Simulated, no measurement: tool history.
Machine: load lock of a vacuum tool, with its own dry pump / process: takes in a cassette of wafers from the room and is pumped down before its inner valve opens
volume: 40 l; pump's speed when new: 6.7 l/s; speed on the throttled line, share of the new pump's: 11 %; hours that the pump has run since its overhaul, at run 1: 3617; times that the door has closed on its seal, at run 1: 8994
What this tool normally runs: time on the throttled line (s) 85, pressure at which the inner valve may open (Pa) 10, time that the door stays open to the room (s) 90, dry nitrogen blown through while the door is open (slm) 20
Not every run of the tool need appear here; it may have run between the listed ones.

| run | hour | time on the throttled line (s) | pressure at which the inner valve may open (Pa) | time that the door stays open to the room (s) | dry nitrogen blown through while the door is open (slm) | hours that the pump has run since its overhaul | times that the door has closed on its seal | incoming humidity of the room's air, % | time from the closed door until the inner valve may open (s) | rise of the pressure with all valves shut (Pa/min) |
|---|---|---|---|---|---|---|---|---|---|---|
| 1 | 0 | 85 | 10 | 90 | 20 | 3617 | 8994 | 45.1 | 136.2 | 0.079 |
| 2 | 41.5 | 85 | 10 | 90 | 20 | 3659 | 9158 | 46.2 | 135.9 | 0.074 |
| 3 | 123.4 | 85 | 10 | 90 | 20 | 3741 | 9480 | 47.3 | 136.5 | 0.082 |
| 4 | 203.7 | 85 | 10 | 90 | 20 | 3821 | 9796 | 44.7 | 138.2 | 0.08 |
| 5 | 275.7 | 85 | 10 | 90 | 20 | 3893 | 10080 | 45.1 | 137.8 | 0.076 |
| 6 | 331 | 85 | 10 | 90 | 20 | 3948 | 10298 | 47.4 | 136.2 | 0.089 |
| 7 | 368.4 | 85 | 10 | 90 | 20 | 3986 | 10445 | 46 | 137.5 | 0.082 |
| 8 | 428.6 | 85 | 10 | 90 | 20 | 4046 | 10682 | 46 | 136.9 | 0.085 |
| 9 | 511.3 | 85 | 10 | 90 | 20 | 4129 | 11008 | 44.5 | 138.8 | 0.087 |
| 10 | 581.4 | 53 | 10 | 38 | 20 | 4199 | 11283 | 46.3 | 109.6 | 0.078 |
| 11 | 628.8 | 89 | 10 | 38 | 4 | 4246 | 11470 | 47 | 140.2 | 0.106 |
| 12 | 689.7 | 89 | 10 | 38 | 4 | 4307 | 11710 | 46.1 | 139 | 0.097 |
| 13 | 752.1 | 85 | 8 | 90 | 30 | 4370 | 11956 | 45.6 | 139.6 | 0.079 |
| 14 | 825.6 | 56 | 17 | 50 | 18 | 4443 | 12245 | 47.2 | 107.9 | 0.083 |
| 15 | 913.9 | 56 | 17 | 50 | 18 | 4531 | 12593 | 45.8 | 109.7 | 0.085 |
| 16 | 981.8 | 56 | 17 | 50 | 18 | 4599 | 12860 | 46.1 | 109 | 0.084 |

Branching from run 16: 5 alternative next runs. What would each branch give?
| A | 1021 | 56 | 12 | 50 | 18 | 4638 | 13015 | 43.3 | ? | ? |
| B | 1021 | 85 | 10 | 71 | 20 | 4638 | 13015 | 43.2 | ? | ? |
| C | 1021 | 138 | 8 | 90 | 20 | 4638 | 13015 | 44.1 | ? | ? |
| D | 1021 | 85 | 10 | 90 | 4 | 4638 | 13015 | 44.9 | ? | ? |
| E | 1021 | 56 | 17 | 50 | 9 | 4638 | 13015 | 46.8 | ? | ? |

| run | time from the closed door until the inner valve may open (s) | rise of the pressure with all valves shut (Pa/min) |
|---|---|---|
| A | 111.6 | 0.089 |
| B | 137.3 | 0.093 |
| C | 187.6 | 0.097 |
| D | 139.2 | 0.129 |
| E | 109.2 | 0.097 |
Take away the tool's hidden state, keep each run's random variation, and the runs would have read:
| run | time from the closed door until the inner valve may open (s) | rise of the pressure with all valves shut (Pa/min) |
|---|---|---|
| A | 103.8 | 0.04 |
| B | 129.8 | 0.043 |
| C | 180.7 | 0.047 |
| D | 131.7 | 0.08 |
| E | 101.7 | 0.047 |
